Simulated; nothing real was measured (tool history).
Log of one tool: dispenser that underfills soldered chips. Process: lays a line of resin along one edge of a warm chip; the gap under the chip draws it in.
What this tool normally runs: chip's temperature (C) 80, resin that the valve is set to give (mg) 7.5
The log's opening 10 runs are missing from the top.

run   hour  chip's temperature (C)  resin that the valve is set to give (mg)  time until the resin shows at the far edge (s)  resin that the valve gave (mg)
      84.2  -- new syringe of resin
 11   94.3                      80                                       7.5                                           128.1                            7.43
      95.1  -- new syringe of resin
 12  100.4                      80                                       7.5                                             105                            7.42
     106.3  -- new syringe of resin
 13  109.7                      80                                       7.5                                            99.6                            7.39
     116.9  -- new syringe of resin
 14  119.5                      80                                       7.5                                            96.2                            7.34
     127.4  -- new syringe of resin
 15  132.2                      80                                       7.5                                           102.7                            7.31
     138.2  -- new syringe of resin
 16  141.4                      80                                      9.28                                            94.8                            9.05
 17  147.7                      80                                      9.28                                             119                            9.05
     149.4  -- new syringe of resin
 18  155.4                      86                                       9.6                                              78                            9.29
     160.6  -- new syringe of resin
 19  164.8                      90                                      6.92                                            62.3                            6.66
     171.5  -- new syringe of resin
 20  172.2                      83                                       8.7                                            74.4                            8.38
 21  179.8                      83                                       8.7                                            97.5                            8.35
     182.7  -- new syringe of resin
 22  189.3                      93                                      7.87                                            58.4                             7.5
     193.9  -- new syringe of resin
 23  196.1                      78                                      8.15                                           102.6                            7.75
     205.3  -- new syringe of resin
     206.3  -- dispensing valve cleaned and set on the balance
 24  209.4                      82                                       7.5                                            85.4                             7.5
 25    215                      88                                      7.62                                            75.7                            7.59
     217.2  -- new syringe of resin
 26  223.9                      88                                      7.62                                            71.8                            7.55
     228.3  -- new syringe of resin
 27  233.8                      87                                      8.09                                            72.7                            8.02
     238.9  -- new syringe of resin
 28  241.1                      69                                      8.44                                           160.3                            8.33
     250.4  -- new syringe of resin
 29  250.7                      69                                      8.44                                             153                            8.29
       261  -- new syringe of resin
 30  261.7                      69                                      8.44                                           152.5                            8.23
     271.6  -- new syringe of resin
 31  272.9                      78                                      7.39                                           102.3                             7.2
       283  -- new syringe of resin
 32  284.1                      70                                      7.89                                           150.4                            7.65
 33  290.1                      70                                      7.89                                           185.5                            7.64
     293.9  -- new syringe of resin
 34    299                      67                                      7.89                                           204.3                             7.6

Here are 5 independent what-if runs from the current tool condition. What would each one return?
       305  -- new syringe of resin
  A  308.2                      67                                      8.44                                               ?                               ?
       305  -- new syringe of resin
  B  308.2                      69                                      6.46                                               ?                               ?
       305  -- new syringe of resin
  C  308.2                      81                                      7.89                                               ?                               ?
       305  -- new syringe of resin
  D  308.2                      83                                      7.34                                               ?                               ?
       305  -- new syringe of resin
  E  308.2                      76                                      7.94                                               ?                               ?

run  time until the resin shows at the far edge (s)  resin that the valve gave (mg)
  A                                           191.6                            8.11
  B                                           188.7                             6.2
  C                                            91.9                            7.57
  D                                            84.5                            7.05
  E                                           118.7                            7.61
Had the tool no hidden state, the same runs would have come out as:
run  time until the resin shows at the far edge (s)  resin that the valve gave (mg)
  A                                           171.5                            8.45
  B                                           166.9                            6.47
  C                                              82                             7.9
  D                                            75.1                            7.35
  E                                             106                            7.93

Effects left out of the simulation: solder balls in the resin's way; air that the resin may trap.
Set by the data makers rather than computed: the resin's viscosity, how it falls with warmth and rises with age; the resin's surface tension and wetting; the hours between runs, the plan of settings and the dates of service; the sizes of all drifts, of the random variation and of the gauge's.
